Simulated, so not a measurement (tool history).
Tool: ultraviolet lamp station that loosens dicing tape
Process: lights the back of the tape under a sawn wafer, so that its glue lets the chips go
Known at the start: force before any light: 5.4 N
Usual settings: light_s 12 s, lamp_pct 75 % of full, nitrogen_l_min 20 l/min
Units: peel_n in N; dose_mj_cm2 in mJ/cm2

run   hour  light_s  lamp_pct  nitrogen_l_min  peel_n  dose_mj_cm2
  1    0.0       12        75              20   0.570          284
  2   27.5       12        98              20   0.329          370
  3   51.5       12        98              20   0.334          365
  4   66.7        7        75              20   1.420          162
  5   82.8       12        75              20   0.607          274
  6  102.0       12        75              20   0.598          274
  7  119.8       12        75              20   0.596          276
  8  137.3       12        75              20   0.585          272
  9  169.8       12        75              12   0.741          268
 10  199.4       12        75              12   0.720          265
 11  228.5       12        75              12   0.778          261
 12  261.3        7        97               6   1.505          197
 13  278.1       11        97              27   0.435          311
 14  301.9       23        83              15   0.180          551
 15  321.0       15        63              32   0.548          271
 16  335.7       15        97              12   0.321          420
 17  356.4       15        97              12   0.327          410
 18  379.3       11        78               8   1.029          243
 19  398.4       11        78               8   1.027          241
 20  430.1       11        69               8   1.228          211
 21  453.7       23        77              12   0.243          488
 22  470.0       16        64              20   0.556          279

4 ways to go on from here, each from the tool as it stands after run 22. What would each give?
  A  499.3        8        87               6       ?            ?
  B  499.3       17        92              11       ?            ?
  C  499.3       10        90              16       ?            ?
  D  499.3       10        83              29       ?            ?

run  peel_n  dose_mj_cm2
  A   1.560          186
  B   0.312          424
  C   0.774          247
  D   0.764          230
Without the tool's hidden state the same runs would have given:
run  peel_n  dose_mj_cm2
  A   0.981          261
  B   0.180          590
  C   0.415          344
  D   0.404          319
